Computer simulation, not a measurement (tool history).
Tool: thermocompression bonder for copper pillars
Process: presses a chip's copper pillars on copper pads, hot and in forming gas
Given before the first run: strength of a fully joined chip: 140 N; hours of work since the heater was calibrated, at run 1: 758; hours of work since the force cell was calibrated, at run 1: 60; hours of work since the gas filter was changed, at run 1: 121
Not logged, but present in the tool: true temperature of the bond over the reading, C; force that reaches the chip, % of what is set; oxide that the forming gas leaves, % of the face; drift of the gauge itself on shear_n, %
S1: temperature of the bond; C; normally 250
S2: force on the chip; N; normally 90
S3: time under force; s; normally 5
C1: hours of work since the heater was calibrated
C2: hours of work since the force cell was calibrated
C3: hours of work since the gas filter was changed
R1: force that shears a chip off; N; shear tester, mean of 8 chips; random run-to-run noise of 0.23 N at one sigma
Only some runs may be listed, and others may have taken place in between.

| run | hour | S1 | S2 | S3 | C1 | C2 | C3 | R1 |
|---|---|---|---|---|---|---|---|---|
| 1 | 0 | 250 | 90 | 5 | 758 | 60 | 121 | 66.6 |
| 2 | 23.5 | 250 | 90 | 5 | 771 | 73 | 133 | 67.2 |
| 3 | 41.9 | 250 | 90 | 5 | 780 | 82 | 143 | 66.5 |
| 4 | 58.8 | 234 | 90 | 5 | 789 | 91 | 152 | 56.3 |
| 5 | 77.3 | 234 | 90 | 5 | 799 | 101 | 161 | 56.3 |
| 6 | 89.3 | 234 | 90 | 5 | 805 | 107 | 168 | 56.1 |
| 7 | 101.8 | 242 | 90 | 5 | 811 | 113 | 174 | 61 |
| 8 | 130.3 | 242 | 90 | 5 | 826 | 128 | 189 | 61.7 |
| 9 | 142.7 | 242 | 90 | 5 | 833 | 135 | 195 | 60.9 |
| 10 | 160.3 | 242 | 90 | 5 | 842 | 144 | 205 | 61.1 |
| 11 | 181 | 242 | 67 | 5 | 853 | 155 | 215 | 45.5 |
| 12 | 204.3 | 242 | 67 | 5 | 865 | 167 | 227 | 45.7 |
| 13 | 230.1 | 259 | 90 | 5 | 878 | 180 | 241 | 72.3 |
| 14 | 257.7 | 259 | 90 | 5 | 893 | 195 | 255 | 72.1 |
| 15 | 271.6 | 259 | 90 | 5 | 900 | 202 | 263 | 72.7 |
| 16 | 298.1 | 250 | 90 | 6 | 914 | 216 | 276 | 70.6 |
| 17 | 324.9 | 250 | 87 | 5 | 928 | 230 | 290 | 64 |
| 18 | 342 | 250 | 87 | 5 | 937 | 239 | 299 | 63.7 |
| 19 | 355.2 | 250 | 87 | 5 | 944 | 246 | 306 | 64.3 |
| 20 | 383.5 | 250 | 87 | 5 | 958 | 260 | 321 | 64.4 |
|  | 385.3 | forming gas filter changed |
| 21 | 395.8 | 240 | 129 | 13 | 965 | 266 | 5 | 108.7 |
| 22 | 413.7 | 240 | 129 | 5 | 974 | 276 | 15 | 84.7 |
| 23 | 441.2 | 240 | 104 | 9 | 988 | 290 | 29 | 85.6 |
| 24 | 461.4 | 263 | 98 | 12 | 999 | 301 | 40 | 104.7 |
| 25 | 487.1 | 263 | 98 | 12 | 1012 | 314 | 53 | 104.4 |
| 26 | 503.4 | 263 | 98 | 12 | 1021 | 323 | 62 | 104.8 |
| 27 | 516.7 | 222 | 56 | 12 | 1028 | 330 | 69 | 43.7 |
| 28 | 535.8 | 229 | 89 | 12 | 1038 | 340 | 79 | 73.8 |
| 29 | 550.8 | 229 | 89 | 12 | 1045 | 347 | 86 | 73.9 |
| 30 | 564.2 | 229 | 91 | 12 | 1052 | 354 | 93 | 75.6 |
| 31 | 583.5 | 229 | 91 | 12 | 1062 | 364 | 103 | 75 |
| 32 | 600.5 | 239 | 72 | 5 | 1071 | 373 | 112 | 49 |
| 33 | 627.2 | 239 | 72 | 5 | 1085 | 387 | 126 | 48.8 |
| 34 | 649.8 | 253 | 121 | 9 | 1097 | 399 | 138 | 103.5 |
| 35 | 661.8 | 245 | 102 | 3 | 1103 | 405 | 144 | 60.4 |
| 36 | 685 | 245 | 102 | 3 | 1115 | 417 | 156 | 60.4 |
| 37 | 713.1 | 269 | 102 | 3 | 1130 | 432 | 171 | 76.2 |
| 38 | 739 | 250 | 73 | 10 | 1144 | 446 | 185 | 71.1 |

Branching from run 38: 3 alternative next runs. What would each branch give?
| A | 764.7 | 250 | 90 | 3 | 1157 | 459 | 198 | ? |
| B | 764.7 | 241 | 90 | 5 | 1157 | 459 | 198 | ? |
| C | 764.7 | 257 | 90 | 4 | 1157 | 459 | 198 | ? |

| run | R1 |
|---|---|
| A | 56 |
| B | 61.9 |
| C | 66.7 |
Take away the tool's hidden state, keep each run's random variation, and the runs would have read:
| run | R1 |
|---|---|
| A | 52.8 |
| B | 58.3 |
| C | 63.5 |
